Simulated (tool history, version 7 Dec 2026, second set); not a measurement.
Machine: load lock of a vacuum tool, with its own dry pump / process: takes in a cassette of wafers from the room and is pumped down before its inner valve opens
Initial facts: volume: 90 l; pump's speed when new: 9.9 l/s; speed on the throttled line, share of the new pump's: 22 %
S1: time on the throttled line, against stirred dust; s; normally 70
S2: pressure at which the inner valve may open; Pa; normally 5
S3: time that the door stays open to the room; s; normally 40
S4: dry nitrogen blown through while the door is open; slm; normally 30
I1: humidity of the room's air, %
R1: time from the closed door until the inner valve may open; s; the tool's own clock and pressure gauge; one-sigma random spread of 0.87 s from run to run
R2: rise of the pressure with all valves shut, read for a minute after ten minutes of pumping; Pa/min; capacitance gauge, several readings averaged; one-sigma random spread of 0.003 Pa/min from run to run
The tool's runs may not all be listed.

| run | hour | S1 | S2 | S3 | S4 | I1 | R1 | R2 |
|---|---|---|---|---|---|---|---|---|
| 1 | 0 | 70 | 5 | 40 | 30 | 46.4 | 148.5 | 0.034 |
| 2 | 108.7 | 70 | 5 | 40 | 5 | 48.9 | 148 | 0.044 |
| 3 | 229.7 | 70 | 5 | 40 | 30 | 45.5 | 148.2 | 0.034 |
| 4 | 370.3 | 70 | 5 | 37 | 30 | 46.9 | 146.8 | 0.039 |
| 5 | 537.8 | 70 | 5 | 144 | 30 | 47.2 | 147 | 0.062 |
| 6 | 710.1 | 70 | 5 | 40 | 30 | 47.4 | 147.7 | 0.047 |
| 7 | 885.1 | 70 | 5 | 40 | 30 | 45.1 | 148 | 0.048 |
| 8 | 1084.3 | 97 | 5 | 40 | 30 | 44.1 | 168.9 | 0.056 |
| 9 | 1192.5 | 97 | 5 | 40 | 30 | 45.6 | 168.8 | 0.054 |
| 10 | 1370.3 | 97 | 5 | 40 | 30 | 44.2 | 167.7 | 0.056 |
| 11 | 1552.8 | 97 | 5 | 40 | 30 | 48.3 | 170.6 | 0.062 |
| 12 | 1741.7 | 70 | 5 | 40 | 30 | 49.5 | 147.8 | 0.07 |
| 13 | 1909.2 | 70 | 5 | 40 | 30 | 47.8 | 148.2 | 0.075 |
| 14 | 2071.7 | 70 | 5 | 40 | 30 | 44.5 | 148 | 0.069 |
| 15 | 2264.3 | 70 | 5 | 29 | 30 | 44.7 | 148.4 | 0.075 |
| 16 | 2441.2 | 70 | 5 | 40 | 30 | 42.6 | 148.1 | 0.086 |
| 17 | 2593.5 | 70 | 5 | 40 | 30 | 42.2 | 148.8 | 0.088 |
| 18 | 2753.6 | 70 | 5 | 40 | 30 | 41.7 | 148.9 | 0.094 |
| 19 | 2954.9 | 70 | 7 | 40 | 30 | 45.2 | 145 | 0.103 |
| 20 | 3142.4 | 70 | 5 | 35 | 30 | 45.9 | 147.2 | 0.104 |
| 21 | 3244.8 | 36 | 6 | 35 | 30 | 46 | 119.8 | 0.107 |
| 22 | 3344.2 | 36 | 7 | 35 | 10 | 43.7 | 119.8 | 0.11 |
| 23 | 3522.2 | 70 | 5 | 41 | 30 | 39.2 | 150.4 | 0.108 |
| 24 | 3655.8 | 70 | 5 | 41 | 8 | 49.5 | 148.7 | 0.133 |
| 25 | 3836.5 | 70 | 5 | 181 | 43 | 47.3 | 150 | 0.15 |
| 26 | 4008.2 | 85 | 9 | 134 | 31 | 45.2 | 155.3 | 0.152 |
| 27 | 4218.2 | 70 | 5 | 98 | 30 | 43.1 | 148.3 | 0.151 |
| 28 | 4396 | 86 | 9 | 31 | 11 | 44 | 155.4 | 0.149 |
| 29 | 4604 | 71 | 5 | 40 | 30 | 41 | 150.8 | 0.156 |
| 30 | 4697.8 | 69 | 5 | 40 | 42 | 44.2 | 148.5 | 0.152 |
| 31 | 4834.3 | 43 | 7 | 63 | 12 | 46.6 | 125.1 | 0.178 |
| 32 | 4972 | 40 | 7 | 40 | 7 | 42.2 | 124.1 | 0.176 |
| 33 | 5092.1 | 42 | 5 | 40 | 9 | 48.4 | 128 | 0.187 |
| 34 | 5201.3 | 42 | 5 | 44 | 9 | 48 | 128 | 0.187 |
| 35 | 5398.3 | 42 | 5 | 44 | 5 | 45.2 | 128.7 | 0.195 |
| 36 | 5574.2 | 42 | 5 | 44 | 5 | 43.9 | 128.1 | 0.198 |

What will run 37 give?
| 37 | 5709.8 | 42 | 5 | 44 | 5 | 42.5 | ? | ? |

Run 37 gave R1 128.3 s, R2 0.207 Pa/min.
If the tool had no hidden condition, the same run with the same run-to-run variation would have returned R1 123.9 s, R2 0.029 Pa/min.
